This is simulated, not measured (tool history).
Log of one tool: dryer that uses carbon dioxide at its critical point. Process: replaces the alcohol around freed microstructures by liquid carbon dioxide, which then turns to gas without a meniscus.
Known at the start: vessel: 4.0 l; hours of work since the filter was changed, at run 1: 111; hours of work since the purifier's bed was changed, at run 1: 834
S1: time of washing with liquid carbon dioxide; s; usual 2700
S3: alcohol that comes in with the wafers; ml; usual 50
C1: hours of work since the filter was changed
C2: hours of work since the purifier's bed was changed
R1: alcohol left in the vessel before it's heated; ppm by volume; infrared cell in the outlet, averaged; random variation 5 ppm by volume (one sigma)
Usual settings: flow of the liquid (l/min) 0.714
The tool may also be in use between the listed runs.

Run 1, hour 0.0: usual settings; C1 111; C2 834. Result: R1 120 ppm by volume.
At hour 22.7: purifier's bed changed.
Run 2, hour 27.2: usual settings; C1 130; C2 3. Result: R1 17 ppm by volume.
Run 3, hour 66.8: usual settings but flow of the liquid (l/min) 0.534; C1 160; C2 33. Result: R1 85 ppm by volume.
Run 4, hour 84.6: usual settings but flow of the liquid (l/min) 0.534; C1 173; C2 47. Result: R1 94 ppm by volume.
Run 5, hour 107.2: usual settings; C1 190; C2 64. Result: R1 34 ppm by volume.
Run 6, hour 127.3: usual settings; C1 205; C2 79. Result: R1 38 ppm by volume.
Run 7, hour 163.8: usual settings; C1 233; C2 107. Result: R1 29 ppm by volume.
Run 8, hour 199.6: usual settings; C1 260; C2 134. Result: R1 55 ppm by volume.
Run 9, hour 219.5: usual settings; C1 275; C2 149. Result: R1 30 ppm by volume.
At hour 245.1: inlet filter changed.
Run 10, hour 254.1: usual settings; C1 7; C2 174. Result: R1 43 ppm by volume.
Run 11, hour 279.5: usual settings; C1 26; C2 193. Result: R1 43 ppm by volume.
Run 12, hour 297.9: usual settings but S1 3180 s; C1 40; C2 207. Result: R1 35 ppm by volume.
Run 13, hour 330.4: usual settings but S1 3180 s; C1 64; C2 232. Result: R1 44 ppm by volume.
Run 14, hour 364.5: usual settings but flow of the liquid (l/min) 0.712; C1 90; C2 258. Result: R1 55 ppm by volume.
Run 15, hour 381.5: usual settings but flow of the liquid (l/min) 0.712; C1 103; C2 270. Result: R1 54 ppm by volume.
Run 16, hour 415.1: usual settings but flow of the liquid (l/min) 0.712; C1 128; C2 296. Result: R1 53 ppm by volume.
Run 17, hour 444.2: usual settings; C1 150; C2 318. Result: R1 57 ppm by volume.
Run 18, hour 478.1: usual settings; C1 176; C2 343. Result: R1 61 ppm by volume.
Run 19, hour 514.8: usual settings; C1 204; C2 371. Result: R1 78 ppm by volume.
Run 20, hour 547.8: usual settings but flow of the liquid (l/min) 0.724; C1 229; C2 396. Result: R1 79 ppm by volume.
Run 21, hour 580.4: usual settings but flow of the liquid (l/min) 0.724, S3 52 ml; C1 253; C2 421. Result: R1 78 ppm by volume.
Run 22, hour 620.7: usual settings but flow of the liquid (l/min) 0.724, S3 52 ml; C1 284; C2 451. Result: R1 87 ppm by volume.
At hour 634.8: inlet filter changed.
Run 23, hour 639.9: usual settings but flow of the liquid (l/min) 0.724, S3 52 ml; C1 4; C2 465. Result: R1 81 ppm by volume.
Run 24, hour 676.7: usual settings but flow of the liquid (l/min) 0.724, S3 52 ml; C1 32; C2 493. Result: R1 83 ppm by volume.
Run 25, hour 707.4: usual settings but S1 4080 s, flow of the liquid (l/min) 0.850, S3 32 ml; C1 55; C2 516. Result: R1 81 ppm by volume.
Run 26, hour 731.1: usual settings but S1 1740 s, flow of the liquid (l/min) 0.592, S3 29 ml; C1 73; C2 534. Result: R1 238 ppm by volume.
Run 27, hour 764.7: usual settings but S1 3000 s, flow of the liquid (l/min) 0.458, S3 38 ml; C1 98; C2 559. Result: R1 139 ppm by volume.
Run 28, hour 797.1: usual settings but S1 2040 s, S3 22 ml; C1 123; C2 584. Result: R1 100 ppm by volume.
Run 29, hour 835.2: usual settings but S1 2040 s, S3 22 ml; C1 152; C2 613. Result: R1 132 ppm by volume.
Run 30, hour 852.8: usual settings but S1 2040 s, S3 22 ml; C1 165; C2 626. Result: R1 117 ppm by volume.
Run 31, hour 879.4: usual settings but S1 3780 s, flow of the liquid (l/min) 1.012, S3 34 ml; C1 185; C2 646. Result: R1 87 ppm by volume.
Run 32, hour 898.4: usual settings but S1 4140 s, flow of the liquid (l/min) 0.604, S3 61 ml; C1 199; C2 660. Result: R1 101 ppm by volume.
Run 33, hour 921.9: usual settings but S1 4140 s, flow of the liquid (l/min) 0.604, S3 61 ml; C1 217; C2 678. Result: R1 102 ppm by volume.
Run 34, hour 943.3: usual settings but S3 82 ml; C1 233; C2 694. Result: R1 129 ppm by volume.
Run 35, hour 961.2: usual settings but S3 82 ml; C1 247; C2 708. Result: R1 128 ppm by volume.
Run 36, hour 993.5: usual settings but S3 22 ml; C1 271; C2 732. Result: R1 107 ppm by volume.
At hour 1025.0: inlet filter changed.
Run 37, hour 1028.8: usual settings but S3 22 ml; C1 3; C2 758. Result: R1 118 ppm by volume.
Run 38, hour 1050.1: usual settings but S1 4020 s, S3 22 ml; C1 19; C2 774. Result: R1 115 ppm by volume.
Run 39, hour 1080.0: usual settings but S1 2820 s, flow of the liquid (l/min) 0.621, S3 60 ml; C1 42; C2 797. Result: R1 134 ppm by volume.
Run 40, hour 1115.5: usual settings but S1 2820 s, flow of the liquid (l/min) 0.621, S3 60 ml; C1 68; C2 824. Result: R1 137 ppm by volume.
At hour 1150.6: purifier's bed changed.
Run 41, hour 1150.6: usual settings but S1 2820 s, flow of the liquid (l/min) 0.621, S3 60 ml; C1 93; C2 0. Result: R1 36 ppm by volume.
Run 42, hour 1171.4: usual settings but S1 2640 s, flow of the liquid (l/min) 0.742, S3 57 ml; C1 108; C2 16. Result: R1 16 ppm by volume.
Run 43, hour 1189.3: usual settings but S1 1680 s, flow of the liquid (l/min) 0.742, S3 68 ml; C1 122; C2 29. Result: R1 193 ppm by volume.
Run 44, hour 1229.2: usual settings but S1 3360 s, flow of the liquid (l/min) 0.922, S3 43 ml; C1 152; C2 59. Result: R1 19 ppm by volume.
Run 45, hour 1266.6: usual settings but S1 3360 s, flow of the liquid (l/min) 0.922, S3 43 ml; C1 180; C2 88. Result: R1 20 ppm by volume.
Run 46, hour 1298.7: usual settings but S1 4260 s, flow of the liquid (l/min) 0.922, S3 98 ml; C1 205; C2 112. Result: R1 27 ppm by volume.
Run 47, hour 1318.5: usual settings but S1 2340 s, flow of the liquid (l/min) 1.064, S3 75 ml; C1 220; C2 127. Result: R1 31 ppm by volume.

Hidden state or all else? Some run-to-run changes of R1, split into what the settings, what came in and random variation would give without the hidden state, and what is left for the hidden state (with any gauge scatter that isn't in both results):
The hidden state here: flow that reaches the vessel past the clogged filter, %; alcohol in the recycled carbon dioxide, ppm; drift of the gauge itself on alcohol_ppm, %.
Run 1 -> 2: purifier's bed changed. R1 -103 ppm by volume: hidden state -107, all else +4.
Run 25 -> 26: S1 4080 -> 1740, flow of the liquid (l/min) 0.850 -> 0.592, S3 32 -> 29. R1 +157 ppm by volume: hidden state +18, all else +139.
Run 40 -> 41: purifier's bed changed. R1 -101 ppm by volume: hidden state -112, all else +11.
Run 42 -> 43: S1 2640 -> 1680, S3 57 -> 68. R1 +177 ppm by volume: hidden state +35, all else +142.
Run 43 -> 44: S1 1680 -> 3360, flow of the liquid (l/min) 0.742 -> 0.922, S3 68 -> 43. R1 -174 ppm by volume: hidden state -32, all else -142.
